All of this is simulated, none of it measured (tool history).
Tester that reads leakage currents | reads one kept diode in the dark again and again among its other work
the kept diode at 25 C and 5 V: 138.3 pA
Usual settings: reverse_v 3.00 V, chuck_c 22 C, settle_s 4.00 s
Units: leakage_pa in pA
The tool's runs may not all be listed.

Run 1, hour 0.0: usual settings. Result: leakage_pa 90.01 pA.
Run 2, hour 38.7: usual settings. Result: leakage_pa 90.31 pA.
Run 3, hour 107.8: usual settings but settle_s 1.71 s. Result: leakage_pa 91.01 pA.
Run 4, hour 142.6: usual settings but chuck_c 27 C, settle_s 1.71 s. Result: leakage_pa 136.04 pA.
Run 5, hour 193.5: usual settings but chuck_c 27 C, settle_s 1.71 s. Result: leakage_pa 135.76 pA.
Run 6, hour 223.3: usual settings but chuck_c 27 C, settle_s 1.71 s. Result: leakage_pa 136.42 pA.
Run 7, hour 262.6: usual settings but reverse_v 7.43 V. Result: leakage_pa 138.41 pA.
Run 8, hour 292.9: usual settings. Result: leakage_pa 91.40 pA.
Run 9, hour 329.2: usual settings but reverse_v 17.12 V. Result: leakage_pa 204.13 pA.
Run 10, hour 399.7: usual settings but reverse_v 17.12 V. Result: leakage_pa 206.05 pA.
Run 11, hour 441.1: usual settings but reverse_v 17.12 V. Result: leakage_pa 207.44 pA.
Run 12, hour 477.2: usual settings. Result: leakage_pa 93.37 pA.
Run 13, hour 527.3: usual settings. Result: leakage_pa 93.25 pA.
Run 14, hour 575.7: usual settings but reverse_v 1.13 V. Result: leakage_pa 60.17 pA.
Run 15, hour 605.9: usual settings but reverse_v 1.13 V. Result: leakage_pa 60.24 pA.
Run 16, hour 644.9: usual settings but reverse_v 1.13 V. Result: leakage_pa 60.22 pA.
Run 17, hour 677.3: usual settings but reverse_v 1.13 V, chuck_c 33 C. Result: leakage_pa 141.73 pA.
Run 18, hour 745.0: usual settings. Result: leakage_pa 94.31 pA.
Run 19, hour 805.5: usual settings. Result: leakage_pa 94.19 pA.
Run 20, hour 845.5: usual settings. Result: leakage_pa 94.30 pA.
Run 21, hour 898.0: usual settings but settle_s 1.69 s. Result: leakage_pa 94.77 pA.

Forecast run 22:
Run 22, hour 954.3: usual settings but settle_s 1.69 s. Result: leakage_pa ?.

{"run 22": {"leakage_pa": 95.74}}
Without the tool's hidden state the same run would have given leakage_pa 87.43 pA.
